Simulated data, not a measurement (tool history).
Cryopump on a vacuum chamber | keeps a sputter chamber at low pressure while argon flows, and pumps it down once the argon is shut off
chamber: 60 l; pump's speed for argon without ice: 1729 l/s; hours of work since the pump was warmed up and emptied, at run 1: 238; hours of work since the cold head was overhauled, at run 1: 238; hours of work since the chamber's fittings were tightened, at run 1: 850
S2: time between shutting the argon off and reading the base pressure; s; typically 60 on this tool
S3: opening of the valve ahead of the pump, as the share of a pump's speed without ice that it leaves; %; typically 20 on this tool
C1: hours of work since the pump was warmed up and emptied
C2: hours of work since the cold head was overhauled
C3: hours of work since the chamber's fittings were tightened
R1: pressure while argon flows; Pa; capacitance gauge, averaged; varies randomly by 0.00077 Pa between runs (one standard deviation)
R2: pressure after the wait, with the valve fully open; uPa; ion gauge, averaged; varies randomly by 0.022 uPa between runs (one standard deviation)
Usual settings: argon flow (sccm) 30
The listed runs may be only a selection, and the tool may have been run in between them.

run 1 hour=0 | argon_flow_(sccm)=30 S2=60 S3=20 | C1=238 C2=238 C3=850 | R1=0.1502 R2=0.77
run 2 hour=10.2 | argon_flow_(sccm)=30 S2=60 S3=20 | C1=245 C2=245 C3=856 | R1=0.1491 R2=0.74
run 3 hour=29.2 | argon_flow_(sccm)=30 S2=60 S3=20 | C1=257 C2=257 C3=868 | R1=0.1515 R2=0.76
run 4 hour=50.7 | argon_flow_(sccm)=30 S2=126 S3=20 | C1=271 C2=271 C3=882 | R1=0.1513 R2=0.57
run 5 hour=72.8 | argon_flow_(sccm)=16 S2=126 S3=20 | C1=285 C2=285 C3=896 | R1=0.0803 R2=0.57
run 6 hour=96.1 | argon_flow_(sccm)=16 S2=126 S3=20 | C1=300 C2=300 C3=911 | R1=0.0805 R2=0.57
run 7 hour=119.1 | argon_flow_(sccm)=59 S2=60 S3=20 | C1=315 C2=315 C3=926 | R1=0.2981 R2=0.84
run 8 hour=136.2 | argon_flow_(sccm)=59 S2=60 S3=20 | C1=326 C2=326 C3=937 | R1=0.297 R2=0.79
run 9 hour=155.2 | argon_flow_(sccm)=59 S2=60 S3=20 | C1=338 C2=338 C3=949 | R1=0.2965 R2=0.81
run 10 hour=169.4 | argon_flow_(sccm)=59 S2=60 S3=20 | C1=347 C2=347 C3=959 | R1=0.2968 R2=0.79
run 11 hour=190.9 | argon_flow_(sccm)=30 S2=37 S3=20 | C1=361 C2=361 C3=972 | R1=0.1526 R2=1.04
run 12 hour=200.5 | argon_flow_(sccm)=30 S2=85 S3=20 | C1=367 C2=367 C3=979 | R1=0.1518 R2=0.65
run 13 hour=221.1 | argon_flow_(sccm)=30 S2=85 S3=20 | C1=380 C2=380 C3=992 | R1=0.1528 R2=0.72
run 14 hour=237.1 | argon_flow_(sccm)=30 S2=47 S3=20 | C1=391 C2=391 C3=1002 | R1=0.1528 R2=0.93
run 15 hour=249 | argon_flow_(sccm)=30 S2=47 S3=20 | C1=398 C2=398 C3=1010 | R1=0.1529 R2=0.96
run 16 hour=261.1 | argon_flow_(sccm)=30 S2=60 S3=43 | C1=406 C2=406 C3=1018 | R1=0.0747 R2=0.83
run 17 hour=280.8 | argon_flow_(sccm)=30 S2=60 S3=43 | C1=419 C2=419 C3=1030 | R1=0.0746 R2=0.83
run 18 hour=293.5 | argon_flow_(sccm)=30 S2=60 S3=43 | C1=427 C2=427 C3=1038 | R1=0.0746 R2=0.79
run 19 hour=306.1 | argon_flow_(sccm)=60 S2=45 S3=27 | C1=435 C2=435 C3=1047 | R1=0.2285 R2=0.95
run 20 hour=326.9 | argon_flow_(sccm)=60 S2=45 S3=27 | C1=449 C2=449 C3=1060 | R1=0.2302 R2=0.93
run 21 hour=345.9 | argon_flow_(sccm)=45 S2=136 S3=16 | C1=461 C2=461 C3=1072 | R1=0.2875 R2=0.64
run 22 hour=358.2 | argon_flow_(sccm)=45 S2=136 S3=16 | C1=469 C2=469 C3=1080 | R1=0.2861 R2=0.62
run 23 hour=380.6 | argon_flow_(sccm)=19 S2=26 S3=16 | C1=483 C2=483 C3=1094 | R1=0.121 R2=1.35
run 24 hour=393.1 | argon_flow_(sccm)=48 S2=46 S3=16 | C1=491 C2=491 C3=1103 | R1=0.3052 R2=1
run 25 hour=410.5 | argon_flow_(sccm)=48 S2=46 S3=16 | C1=502 C2=502 C3=1114 | R1=0.3072 R2=0.93
run 26 hour=421.5 | argon_flow_(sccm)=14 S2=105 S3=57 | C1=509 C2=509 C3=1121 | R1=0.0271 R2=0.68
run 27 hour=442.8 | argon_flow_(sccm)=14 S2=105 S3=57 | C1=523 C2=523 C3=1134 | R1=0.028 R2=0.71
run 28 hour=460 | argon_flow_(sccm)=30 S2=55 S3=22 | C1=534 C2=534 C3=1146 | R1=0.1411 R2=0.92
run 29 hour=481.7 | argon_flow_(sccm)=18 S2=60 S3=43 | C1=548 C2=548 C3=1159 | R1=0.0464 R2=0.84
run 30 hour=502.7 | argon_flow_(sccm)=18 S2=60 S3=43 | C1=562 C2=562 C3=1173 | R1=0.0462 R2=0.89
run 31 hour=513 | argon_flow_(sccm)=18 S2=60 S3=43 | C1=568 C2=568 C3=1180 | R1=0.047 R2=0.88
run 32 hour=534.1 | argon_flow_(sccm)=18 S2=60 S3=43 | C1=582 C2=582 C3=1193 | R1=0.047 R2=0.89
run 33 hour=546.4 | argon_flow_(sccm)=18 S2=60 S3=43 | C1=590 C2=590 C3=1201 | R1=0.0465 R2=0.91
run 34 hour=559.6 | argon_flow_(sccm)=22 S2=60 S3=20 | C1=598 C2=598 C3=1210 | R1=0.1143 R2=0.91
run 35 hour=569.7 | argon_flow_(sccm)=40 S2=60 S3=54 | C1=605 C2=605 C3=1216 | R1=0.0855 R2=0.96

Subtracting, for every run, the result it would have given without the tool's unlogged condition from the measured result gives the following. The same run-to-run variation enters both numbers; the gauge's scatter may not:
Unlogged tool condition in this case: pump's speed, % of a pump's without ice; cold plate's temperature, K; leak into the chamber, uPa l/s; drift of the gauge itself on working_pa, %; drift of the gauge itself on base_upa, %.
run=1 R1=+0.0033 R2=+0.2
run=2 R1=+0.0034 R2=+0.2
run=3 R1=+0.0036 R2=+0.21
run=4 R1=+0.0038 R2=+0.21
run=5 R1=+0.0022 R2=+0.21
run=6 R1=+0.0023 R2=+0.22
run=7 R1=+0.0088 R2=+0.24
run=8 R1=+0.0091 R2=+0.23
run=9 R1=+0.0095 R2=+0.24
run=10 R1=+0.0098 R2=+0.24
run=11 R1=+0.0052 R2=+0.24
run=12 R1=+0.0053 R2=+0.24
run=13 R1=+0.0055 R2=+0.25
run=14 R1=+0.0057 R2=+0.26
run=15 R1=+0.0058 R2=+0.26
run=16 R1=+0.0059 R2=+0.26
run=17 R1=+0.0061 R2=+0.26
run=18 R1=+0.0063 R2=+0.26
run=19 R1=+0.0128 R2=+0.28
run=20 R1=+0.0133 R2=+0.28
run=21 R1=+0.0105 R2=+0.28
run=22 R1=+0.0106 R2=+0.28
run=23 R1=+0.0046 R2=+0.3
run=24 R1=+0.012 R2=+0.3
run=25 R1=+0.0123 R2=+0.29
run=26 R1=+0.0037 R2=+0.3
run=27 R1=+0.0038 R2=+0.31
run=28 R1=+0.0082 R2=+0.32
run=29 R1=+0.0051 R2=+0.32
run=30 R1=+0.0053 R2=+0.33
run=31 R1=+0.0054 R2=+0.33
run=32 R1=+0.0055 R2=+0.34
run=33 R1=+0.0056 R2=+0.35
run=34 R1=+0.0071 R2=+0.35
run=35 R1=+0.013 R2=+0.35

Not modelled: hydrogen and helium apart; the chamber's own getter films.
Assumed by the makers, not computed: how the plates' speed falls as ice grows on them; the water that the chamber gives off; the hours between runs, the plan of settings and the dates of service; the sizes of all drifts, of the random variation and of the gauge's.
